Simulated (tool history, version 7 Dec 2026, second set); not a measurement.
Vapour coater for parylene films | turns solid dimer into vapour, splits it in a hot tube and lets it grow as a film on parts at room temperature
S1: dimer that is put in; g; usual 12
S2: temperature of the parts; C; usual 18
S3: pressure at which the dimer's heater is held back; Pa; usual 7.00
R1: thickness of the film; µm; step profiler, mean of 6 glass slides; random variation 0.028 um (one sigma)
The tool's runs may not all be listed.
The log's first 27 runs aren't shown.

run    hour  S1  S2     S3    R1
 28   904.0  12  16   3.65  6.65
 29   938.6   6  18   3.08  3.18
 30   990.1   6  18   3.08  3.19
 31  1018.5   9  22   7.57  3.43
 32  1065.2   9  12   4.74  5.43
 33  1089.6   9  19   2.58  4.77
 34  1128.8   9  19   2.58  4.78
 35  1164.4   9  12  10.21  4.61
     1197.3  -- trap's valve overhauled
 36  1212.9   9  12  10.21  4.61
 37  1239.5   9  12  10.21  4.60
 38  1270.4   9  12  10.21  4.59
 39  1321.3   9  12  10.21  4.61
 40  1347.1  19  27   5.30  6.44
 41  1373.5  13  14   3.48  7.77
 42  1415.9   7  15   3.82  3.97
 43  1439.1  12  12   7.00  6.70
 44  1476.3  12  12   7.00  6.70
 45  1506.8  12  12   7.00  6.65
 46  1552.7  11  18   7.00  4.93
 47  1576.1  11  17   8.84  4.78

3 ways to go on from here, each from the tool as it stands after run 47. What would each give?
  A  1617.7   7  29  3.89   ?
  B  1617.7  12  11  8.75   ?
  C  1617.7  12  11  4.53   ?

run    R1
  A  2.35
  B  6.62
  C  7.57
Without the tool's hidden state the same runs would have given:
run    R1
  A  2.35
  B  6.63
  C  7.59
